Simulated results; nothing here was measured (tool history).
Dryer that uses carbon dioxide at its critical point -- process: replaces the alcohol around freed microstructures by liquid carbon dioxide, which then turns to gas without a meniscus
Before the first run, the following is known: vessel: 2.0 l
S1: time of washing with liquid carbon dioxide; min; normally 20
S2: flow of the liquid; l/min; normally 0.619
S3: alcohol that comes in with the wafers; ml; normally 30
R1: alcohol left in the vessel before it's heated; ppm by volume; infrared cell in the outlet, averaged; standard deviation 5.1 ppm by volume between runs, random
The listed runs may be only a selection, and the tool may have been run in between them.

run   hour  S1     S2  S3   R1
  1    0.0  20  0.619  30  277
  2   27.8  20  0.619  30  279
  3   65.3  20  0.619  30  279
     108.7  -- inlet filter changed
  4  126.6  20  0.619  30  278
  5  152.1  20  0.619  30  265
  6  200.8  20  0.619  30  275
  7  244.7  23  0.599  31  253
  8  270.3  23  0.599  31  270
  9  308.1  23  0.599  31  273
 10  349.8  23  0.745  78  264
     372.6  -- purifier's bed changed
 11  399.1  29  0.382  44  245

Below are 3 alternative next runs, each starting from the tool's condition after run 11. Predict each:
     420.0  -- inlet filter changed
  A  452.0  31  0.619  30   ?
     420.0  -- inlet filter changed
  B  452.0  23  0.554  45   ?
     420.0  -- inlet filter changed
  C  452.0  13  0.382  41   ?

run    R1
  A    10
  B    86
  C  2400
Take away the tool's hidden state, keep each run's random variation, and the runs would have read:
run    R1
  A     1
  B    74
  C  2347
